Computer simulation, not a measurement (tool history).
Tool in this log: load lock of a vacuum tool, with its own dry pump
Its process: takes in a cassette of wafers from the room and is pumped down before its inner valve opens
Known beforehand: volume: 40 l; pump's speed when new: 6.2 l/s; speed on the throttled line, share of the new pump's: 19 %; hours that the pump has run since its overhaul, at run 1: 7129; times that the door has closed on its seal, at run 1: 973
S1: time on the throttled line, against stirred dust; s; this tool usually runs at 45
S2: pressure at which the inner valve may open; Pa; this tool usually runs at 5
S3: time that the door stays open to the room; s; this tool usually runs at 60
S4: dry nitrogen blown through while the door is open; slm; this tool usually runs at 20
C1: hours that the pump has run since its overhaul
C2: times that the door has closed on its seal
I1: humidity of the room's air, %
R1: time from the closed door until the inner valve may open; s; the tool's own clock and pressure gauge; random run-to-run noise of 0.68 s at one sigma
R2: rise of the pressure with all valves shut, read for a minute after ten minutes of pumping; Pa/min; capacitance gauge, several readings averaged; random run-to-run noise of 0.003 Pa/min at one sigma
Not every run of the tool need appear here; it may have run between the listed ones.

run 1 day=0.000 | S1=45 S2=5 S3=60 S4=20 | C1=7129 C2=973 | I1=44.0 | R1=100.2 R2=0.026
run 2 day=2.117 | S1=45 S2=5 S3=60 S4=20 | C1=7180 C2=1120 | I1=47.4 | R1=101.1 R2=0.023
run 3 day=6.879 | S1=45 S2=5 S3=60 S4=20 | C1=7295 C2=1448 | I1=46.1 | R1=101.2 R2=0.019
run 4 day=8.958 | S1=45 S2=5 S3=60 S4=21 | C1=7344 C2=1592 | I1=45.0 | R1=101.4 R2=0.018
run 5 day=13.804 | S1=45 S2=5 S3=60 S4=21 | C1=7461 C2=1927 | I1=47.1 | R1=100.8 R2=0.025
run 6 day=17.612 | S1=45 S2=6 S3=60 S4=20 | C1=7552 C2=2189 | I1=44.5 | R1=100.1 R2=0.023
run 7 day=20.304 | S1=23 S2=5 S3=60 S4=20 | C1=7617 C2=2375 | I1=43.7 | R1=83.9 R2=0.025
run 8 day=22.725 | S1=45 S2=7 S3=60 S4=20 | C1=7675 C2=2543 | I1=47.8 | R1=98.0 R2=0.025
run 9 day=25.075 | S1=45 S2=5 S3=60 S4=20 | C1=7731 C2=2705 | I1=44.1 | R1=101.9 R2=0.017
run 10 day=29.638 | S1=45 S2=5 S3=60 S4=20 | C1=7841 C2=3020 | I1=43.5 | R1=102.2 R2=0.021
run 11 day=33.292 | S1=45 S2=5 S3=60 S4=20 | C1=7928 C2=3272 | I1=43.1 | R1=100.1 R2=0.017
run 12 day=37.475 | S1=45 S2=5 S3=60 S4=20 | C1=8029 C2=3561 | I1=46.6 | R1=100.3 R2=0.024
run 13 day=40.096 | S1=45 S2=5 S3=60 S4=20 | C1=8092 C2=3742 | I1=44.2 | R1=101.3 R2=0.021
run 14 day=42.346 | S1=45 S2=5 S3=60 S4=12 | C1=8146 C2=3898 | I1=48.9 | R1=100.8 R2=0.034
run 15 day=45.754 | S1=45 S2=5 S3=60 S4=20 | C1=8228 C2=4133 | I1=46.6 | R1=101.9 R2=0.025
run 16 day=48.175 | S1=45 S2=5 S3=60 S4=20 | C1=8286 C2=4300 | I1=45.6 | R1=101.6 R2=0.020
run 17 day=52.658 | S1=45 S2=5 S3=218 S4=20 | C1=8393 C2=4610 | I1=40.5 | R1=101.3 R2=0.045
run 18 day=56.079 | S1=78 S2=5 S3=60 S4=20 | C1=8475 C2=4846 | I1=43.0 | R1=126.7 R2=0.023
run 19 day=60.583 | S1=78 S2=5 S3=60 S4=20 | C1=8583 C2=5157 | I1=45.5 | R1=128.2 R2=0.019
run 20 day=65.254 | S1=78 S2=5 S3=60 S4=20 | C1=8696 C2=5479 | I1=45.6 | R1=126.7 R2=0.025
run 21 day=67.779 | S1=57 S2=5 S3=60 S4=20 | C1=8756 C2=5654 | I1=41.8 | R1=109.7 R2=0.023
run 22 day=71.838 | S1=34 S2=7 S3=60 S4=20 | C1=8854 C2=5934 | I1=42.4 | R1=89.9 R2=0.028
run 23 day=75.942 | S1=48 S2=5 S3=81 S4=21 | C1=8952 C2=6218 | I1=43.9 | R1=104.3 R2=0.026
run 24 day=77.929 | S1=48 S2=5 S3=81 S4=21 | C1=9000 C2=6355 | I1=45.5 | R1=103.8 R2=0.029
run 25 day=81.975 | S1=48 S2=5 S3=81 S4=21 | C1=9097 C2=6634 | I1=43.8 | R1=103.8 R2=0.032
run 26 day=85.488 | S1=48 S2=5 S3=81 S4=21 | C1=9181 C2=6877 | I1=41.3 | R1=104.5 R2=0.030
run 27 day=89.208 | S1=25 S2=5 S3=60 S4=20 | C1=9270 C2=7134 | I1=45.7 | R1=84.5 R2=0.025
run 28 day=92.917 | S1=25 S2=5 S3=60 S4=20 | C1=9359 C2=7390 | I1=43.1 | R1=84.7 R2=0.022
run 29 day=95.625 | S1=23 S2=5 S3=234 S4=7 | C1=9424 C2=7577 | I1=44.0 | R1=83.7 R2=0.069
run 30 day=98.808 | S1=23 S2=5 S3=234 S4=7 | C1=9501 C2=7797 | I1=44.0 | R1=82.8 R2=0.073
run 31 day=101.146 | S1=45 S2=5 S3=60 S4=7 | C1=9557 C2=7958 | I1=42.7 | R1=100.3 R2=0.025
run 32 day=106.004 | S1=45 S2=5 S3=60 S4=23 | C1=9674 C2=8293 | I1=44.3 | R1=100.8 R2=0.024
run 33 day=110.867 | S1=45 S2=5 S3=60 S4=16 | C1=9790 C2=8629 | I1=47.1 | R1=101.0 R2=0.032
run 34 day=113.862 | S1=45 S2=5 S3=60 S4=16 | C1=9862 C2=8836 | I1=42.9 | R1=101.5 R2=0.023
run 35 day=116.925 | S1=45 S2=5 S3=60 S4=16 | C1=9936 C2=9048 | I1=47.9 | R1=101.2 R2=0.026
run 36 day=121.254 | S1=45 S2=5 S3=122 S4=11 | C1=10040 C2=9347 | I1=45.7 | R1=100.2 R2=0.044
run 37 day=123.996 | S1=45 S2=5 S3=122 S4=11 | C1=10105 C2=9536 | I1=49.1 | R1=101.0 R2=0.049
run 38 day=126.133 | S1=30 S2=8 S3=81 S4=4 | C1=10157 C2=9683 | I1=44.1 | R1=86.1 R2=0.041

Forecast each of these 3 alternatives for the next run:
run A day=129.800 | S1=30 S2=8 S3=81 S4=6 | C1=10245 C2=9937 | I1=49.7 | R1=? R2=?
run B day=129.800 | S1=42 S2=8 S3=81 S4=27 | C1=10245 C2=9937 | I1=43.8 | R1=? R2=?
run C day=129.800 | S1=25 S2=5 S3=126 S4=9 | C1=10245 C2=9937 | I1=45.6 | R1=? R2=?

run=A R1=86.1 R2=0.042
run=B R1=95.6 R2=0.024
run=C R1=84.7 R2=0.043
Take away the tool's hidden state, keep each run's random variation, and the runs would have read:
run=A R1=86.1 R2=0.042
run=B R1=95.6 R2=0.024
run=C R1=84.6 R2=0.043
